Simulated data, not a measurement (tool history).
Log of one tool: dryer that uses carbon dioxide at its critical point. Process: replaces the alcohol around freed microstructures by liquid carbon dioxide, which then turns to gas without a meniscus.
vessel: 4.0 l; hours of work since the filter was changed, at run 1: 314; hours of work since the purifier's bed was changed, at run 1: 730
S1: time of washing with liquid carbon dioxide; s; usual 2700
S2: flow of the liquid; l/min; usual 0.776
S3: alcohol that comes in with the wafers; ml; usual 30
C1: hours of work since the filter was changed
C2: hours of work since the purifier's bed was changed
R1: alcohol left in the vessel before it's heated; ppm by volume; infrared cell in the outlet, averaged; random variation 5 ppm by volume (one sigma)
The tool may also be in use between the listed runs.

Run 1, hour 0.0: usual settings; C1 314; C2 730. Result: R1 184 ppm by volume.
Run 2, hour 41.7: usual settings; C1 333; C2 749. Result: R1 191 ppm by volume.
Run 3, hour 82.2: usual settings; C1 351; C2 767. Result: R1 186 ppm by volume.
Run 4, hour 104.6: usual settings; C1 361; C2 778. Result: R1 199 ppm by volume.
Run 5, hour 144.3: usual settings; C1 379; C2 796. Result: R1 197 ppm by volume.
Run 6, hour 177.6: usual settings; C1 395; C2 811. Result: R1 199 ppm by volume.
At hour 183.1: inlet filter changed.
Run 7, hour 220.3: usual settings; C1 17; C2 830. Result: R1 201 ppm by volume.
Run 8, hour 256.0: usual settings; C1 33; C2 846. Result: R1 205 ppm by volume.
Run 9, hour 285.8: usual settings; C1 47; C2 860. Result: R1 194 ppm by volume.
Run 10, hour 310.0: usual settings; C1 58; C2 871. Result: R1 200 ppm by volume.
Run 11, hour 344.1: usual settings but S3 86 ml; C1 73; C2 886. Result: R1 215 ppm by volume.
Run 12, hour 366.6: usual settings but S1 2280 s, S2 1.313 l/min; C1 84; C2 897. Result: R1 214 ppm by volume.
Run 13, hour 414.9: usual settings but S1 3300 s, S2 0.735 l/min, S3 42 ml; C1 106; C2 918. Result: R1 215 ppm by volume.
Run 14, hour 448.9: usual settings but S1 3300 s, S2 1.168 l/min, S3 42 ml; C1 121; C2 934. Result: R1 223 ppm by volume.
Run 15, hour 475.4: usual settings but S1 3300 s, S2 1.168 l/min, S3 42 ml; C1 133; C2 946. Result: R1 225 ppm by volume.
Run 16, hour 519.2: usual settings but S2 1.008 l/min, S3 25 ml; C1 153; C2 966. Result: R1 219 ppm by volume.
Run 17, hour 546.3: usual settings but S1 2100 s, S2 1.292 l/min, S3 25 ml; C1 166; C2 978. Result: R1 235 ppm by volume.
Run 18, hour 570.8: usual settings but S1 2520 s, S2 0.858 l/min, S3 25 ml; C1 177; C2 990. Result: R1 232 ppm by volume.
Run 19, hour 600.7: usual settings but S1 3600 s, S3 54 ml; C1 190; C2 1003. Result: R1 237 ppm by volume.
Run 20, hour 635.0: usual settings but S1 3600 s, S3 54 ml; C1 206; C2 1019. Result: R1 232 ppm by volume.
Run 21, hour 656.2: usual settings but S1 3600 s, S3 54 ml; C1 216; C2 1028. Result: R1 235 ppm by volume.

Hidden state or all else? Some run-to-run changes of R1, split into what the settings, what came in and random variation would give without the hidden state, and what is left for the hidden state (with any gauge scatter that isn't in both results):
The hidden state here: flow that reaches the vessel past the clogged filter, %; alcohol in the recycled carbon dioxide, ppm; drift of the gauge itself on alcohol_ppm, %.
Run 10 -> 11: S3 30 -> 86. R1 +15 ppm by volume: hidden state +8, all else +7.
Run 16 -> 17: S1 2700 -> 2100, S2 1.008 -> 1.292. R1 +16 ppm by volume: hidden state +10, all else +6.
